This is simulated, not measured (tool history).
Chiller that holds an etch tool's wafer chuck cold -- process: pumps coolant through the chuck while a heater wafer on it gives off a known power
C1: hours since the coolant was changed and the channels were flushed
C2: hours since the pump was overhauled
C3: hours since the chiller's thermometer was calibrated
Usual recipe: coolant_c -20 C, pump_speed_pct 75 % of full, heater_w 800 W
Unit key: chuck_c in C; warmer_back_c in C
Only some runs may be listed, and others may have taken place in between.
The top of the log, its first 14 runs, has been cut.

Run 15, hour 1148.7: usual settings but coolant_c -18 C; C1 2036; C2 2521; C3 5552. Result: chuck_c -9.1 C, warmer_back_c 2.51 C.
At hour 1191.6: chiller's thermometer calibrated.
Run 16, hour 1228.9: usual settings but coolant_c -18 C; C1 2115; C2 2600; C3 37. Result: chuck_c -9 C, warmer_back_c 2.54 C.
Run 17, hour 1318: usual settings but coolant_c -18 C; C1 2204; C2 2689; C3 126. Result: chuck_c -8.8 C, warmer_back_c 2.53 C.
Run 18, hour 1425.6: usual settings but coolant_c -21 C, pump_speed_pct 81 % of full, heater_w 936 W; C1 2311; C2 2797; C3 234. Result: chuck_c -10.9 C, warmer_back_c 2.73 C.
Run 19, hour 1493.3: usual settings but coolant_c -27 C, pump_speed_pct 81 % of full; C1 2379; C2 2865; C3 302. Result: chuck_c -18.4 C, warmer_back_c 2.34 C.
Run 20, hour 1565.1: usual settings but coolant_c -10 C, pump_speed_pct 81 % of full; C1 2451; C2 2937; C3 374. Result: chuck_c -1.3 C, warmer_back_c 2.4 C.
Run 21, hour 1655.3: usual settings but coolant_c -25 C, pump_speed_pct 72 % of full, heater_w 659 W; C1 2541; C2 3027; C3 464. Result: chuck_c -17 C, warmer_back_c 2.19 C.
Run 22, hour 1707.8: usual settings but coolant_c -15 C, pump_speed_pct 78 % of full, heater_w 424 W; C1 2594; C2 3079; C3 516. Result: chuck_c -10.3 C, warmer_back_c 1.27 C.
Run 23, hour 1757.4: usual settings but coolant_c -23 C, pump_speed_pct 74 % of full; C1 2643; C2 3129; C3 566. Result: chuck_c -13.5 C, warmer_back_c 2.6 C.
Run 24, hour 1840.2: usual settings but pump_speed_pct 61 % of full, heater_w 932 W; C1 2726; C2 3212; C3 649. Result: chuck_c -7 C, warmer_back_c 3.71 C.
Run 25, hour 1929.4: usual settings but pump_speed_pct 91 % of full; C1 2815; C2 3301; C3 738. Result: chuck_c -12 C, warmer_back_c 2.1 C.
Run 26, hour 2009.9: usual settings but pump_speed_pct 91 % of full; C1 2896; C2 3381; C3 818. Result: chuck_c -12.1 C, warmer_back_c 2.09 C.
Run 27, hour 2127.5: usual settings but pump_speed_pct 86 % of full; C1 3013; C2 3499; C3 936. Result: chuck_c -11.8 C, warmer_back_c 2.23 C.
Run 28, hour 2188.8: usual settings but pump_speed_pct 86 % of full; C1 3075; C2 3560; C3 997. Result: chuck_c -11.7 C, warmer_back_c 2.2 C.
Run 29, hour 2266.7: usual settings but coolant_c -10 C, pump_speed_pct 69 % of full, heater_w 466 W; C1 3153; C2 3638; C3 1075. Result: chuck_c -4.2 C, warmer_back_c 1.63 C.
Run 30, hour 2321.7: usual settings but coolant_c -29 C, pump_speed_pct 65 % of full, heater_w 521 W; C1 3208; C2 3693; C3 1130. Result: chuck_c -22.2 C, warmer_back_c 1.96 C.
Run 31, hour 2414.1: usual settings but pump_speed_pct 71 % of full; C1 3300; C2 3786; C3 1223. Result: chuck_c -10.2 C, warmer_back_c 2.75 C.

3 ways to go on from here, each from the tool as it stands after run 31. What would each give?
Run A, hour 2501: usual settings but coolant_c -19 C, pump_speed_pct 96 % of full, heater_w 1171 W; C1 3387; C2 3872; C3 1309. Result: chuck_c ?, warmer_back_c ?.
Run B, hour 2501: usual settings but coolant_c -13 C; C1 3387; C2 3872; C3 1309. Result: chuck_c ?, warmer_back_c ?.
Run C, hour 2501: usual settings but coolant_c -19 C, pump_speed_pct 91 % of full, heater_w 919 W; C1 3387; C2 3872; C3 1309. Result: chuck_c ?, warmer_back_c ?.

run  chuck_c  warmer_back_c
  A       -8           2.93
  B     -3.6            2.6
  C     -9.9           2.44
With no hidden state in the tool, these same runs would have given:
run  chuck_c  warmer_back_c
  A     -9.1           2.75
  B     -4.5           2.44
  C    -10.8           2.29

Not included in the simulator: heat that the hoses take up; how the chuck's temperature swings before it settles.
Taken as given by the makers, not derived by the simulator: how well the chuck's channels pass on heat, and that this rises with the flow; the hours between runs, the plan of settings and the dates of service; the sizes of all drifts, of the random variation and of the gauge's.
